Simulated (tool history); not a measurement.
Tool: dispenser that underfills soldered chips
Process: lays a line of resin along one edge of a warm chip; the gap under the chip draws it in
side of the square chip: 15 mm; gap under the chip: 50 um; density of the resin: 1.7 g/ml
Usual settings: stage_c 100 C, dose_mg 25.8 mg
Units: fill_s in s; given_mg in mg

run  hour  stage_c  dose_mg  fill_s  given_mg
  1     0      100     25.8   222.1     24.79
  2   5.3      100     25.8     274     24.83
  3    10      100     25.8   331.7     24.84
  4    14      100     31.3     238     30.04
  5  17.3      100     31.3   265.7     30.07
  6  23.2      100     31.3   222.1     29.77
  7  25.7      100     31.3   246.9     29.94
  8  30.4      111     22.2   249.5     21.27
  9  33.5       94     27.6   255.6     26.12
 10  36.8       94     27.6   291.6      26.4
 11  42.1       94     27.6   364.2     26.35
 12  45.5      103     27.6   211.5     26.31

Not shown: 4 entries that the log had between the listed runs. Between which runs, and how does the tool's hidden state differ before and after?
Between runs 3 and 4: new syringe of resin (hour 11.2)
  resin's viscosity, % of fresh resin's: 147.1 -> 109.9; dose that the valve gives, % of what is set: 96.02 -> 95.89; true chip temperature over the reading, C: -0.45 -> -0.46
  measured less the result without the state, fill_s: +111.3 -> +25.1 s; given_mg: -1.03 -> -1.29 mg
Between runs 5 and 6: new syringe of resin (hour 22.3)
  resin's viscosity, % of fresh resin's: 124.8 -> 103.8; dose that the valve gives, % of what is set: 95.78 -> 95.59; true chip temperature over the reading, C: -0.46 -> -0.47
  measured less the result without the state, fill_s: +56.6 -> +11.8 s; given_mg: -1.32 -> -1.37 mg
Between runs 8 and 9: new syringe of resin (hour 33.5)
  resin's viscosity, % of fresh resin's: 137.6 -> 100.3; dose that the valve gives, % of what is set: 95.34 -> 95.24
  measured less the result without the state, fill_s: +74.3 -> +6.5 s; given_mg: -1.03 -> -1.31 mg
Between runs 11 and 12: new syringe of resin (hour 44.6)
  resin's viscosity, % of fresh resin's: 140.1 -> 104; dose that the valve gives, % of what is set: 94.94 -> 94.82
  measured less the result without the state, fill_s: +110.4 -> +12.9 s; given_mg: -1.4 -> -1.44 mg

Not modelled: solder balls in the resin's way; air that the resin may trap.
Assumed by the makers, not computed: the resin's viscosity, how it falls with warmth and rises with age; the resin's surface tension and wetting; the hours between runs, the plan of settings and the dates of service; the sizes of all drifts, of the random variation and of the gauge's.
